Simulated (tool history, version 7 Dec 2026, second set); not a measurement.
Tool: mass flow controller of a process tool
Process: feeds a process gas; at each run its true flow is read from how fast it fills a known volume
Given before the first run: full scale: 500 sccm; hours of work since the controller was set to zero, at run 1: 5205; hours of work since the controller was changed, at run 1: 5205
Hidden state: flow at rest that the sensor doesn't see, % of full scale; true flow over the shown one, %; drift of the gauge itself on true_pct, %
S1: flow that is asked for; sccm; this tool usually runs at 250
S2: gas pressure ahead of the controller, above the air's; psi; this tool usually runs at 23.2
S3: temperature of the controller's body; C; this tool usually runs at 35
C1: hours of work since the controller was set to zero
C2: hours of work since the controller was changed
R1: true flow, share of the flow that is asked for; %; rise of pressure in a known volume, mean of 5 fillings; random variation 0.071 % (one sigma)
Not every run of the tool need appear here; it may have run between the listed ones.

run      day   S1    S2  S3    C1    C2     R1
  1        0  250  23.2  35  5205  5205  95.98
  2    17.35  250  23.2  35  5440  5440  95.81
  3   29.304  250  23.2  35  5602  5602  95.55
  4   40.892  218  23.2  35  5759  5759  95.17
  5   63.575  218  23.2  35  6067  6067  94.94
  6   79.871  250  23.2  27  6288  6288  94.69
      97.488  -- controller's zero set anew
  7  100.946  250  23.2  35    47  6574  96.68
  8  112.254  250  23.2  35   200  6727  96.45
  9  130.512  250  31.5  35   448  6975  96.71
 10  148.246  250  23.2  32   689  7215   95.9
 11  163.525  250  23.2  32   896  7423  95.82
 12  186.171  250  23.2  35  1203  7730  95.75
 13  200.233  250  23.2  35  1394  7921  95.68
     211.754  -- controller exchanged for a calibrated one
 14  212.154  250  23.2  35     5     5  99.81
 15  232.575  250  23.2  35   282   282  99.68
 16  246.625   76  23.2  35   473   473  98.77
 17  266.121   76  23.2  35   738   738  98.47
 18  288.904   76  20.7  22  1047  1047  97.09
 19  309.242  180    40  35  1322  1322  99.51
 20  331.538  118  25.4  35  1625  1625  98.05
 21  345.225   73  24.1  27  1811  1811  96.53
 22    358.9  140  25.1  30  1996  1996   97.5
 23  370.838  369  34.8  40  2158  2158  99.59
 24  388.117  136  23.4  27  2392  2392  96.85
 25  398.125  210  23.4  39  2528  2528  97.95
 26  416.496  184  23.2  23  2778  2778  96.71
 27  430.342  400  33.9  37  2965  2965  99.01
 28  449.646   54  30.9  29  3227  3227  94.03
 29  470.512   89  33.6  26  3510  3510  95.36
 30  488.471  243  33.4  35  3754  3754  97.64
 31  511.417  243  33.4  35  4065  4065  97.26
 32  530.258  127  33.4  24  4321  4321  95.21
 33  551.538  310  29.2  24  4609  4609  96.43
 34  571.829  240  27.8  24  4885  4885  95.93

Entry by entry between the runs, the difference in hidden state between the last listed run before and the first listed run after:
In the gap between runs 6 and 7: controller's zero set anew (day 97.488)
  flow at rest that the sensor doesn't see, % of full scale: -0.817 -> -0.015; true flow over the shown one, %: -2.87 -> -3.01
  measured less the result without the state, R1: -4.5 -> -3.04 %
In the gap between runs 13 and 14: controller exchanged for a calibrated one (day 211.754)
  flow at rest that the sensor doesn't see, % of full scale: -0.185 -> -0.004; true flow over the shown one, %: -3.69 -> 0.26
  measured less the result without the state, R1: -4.06 -> +0.25 %

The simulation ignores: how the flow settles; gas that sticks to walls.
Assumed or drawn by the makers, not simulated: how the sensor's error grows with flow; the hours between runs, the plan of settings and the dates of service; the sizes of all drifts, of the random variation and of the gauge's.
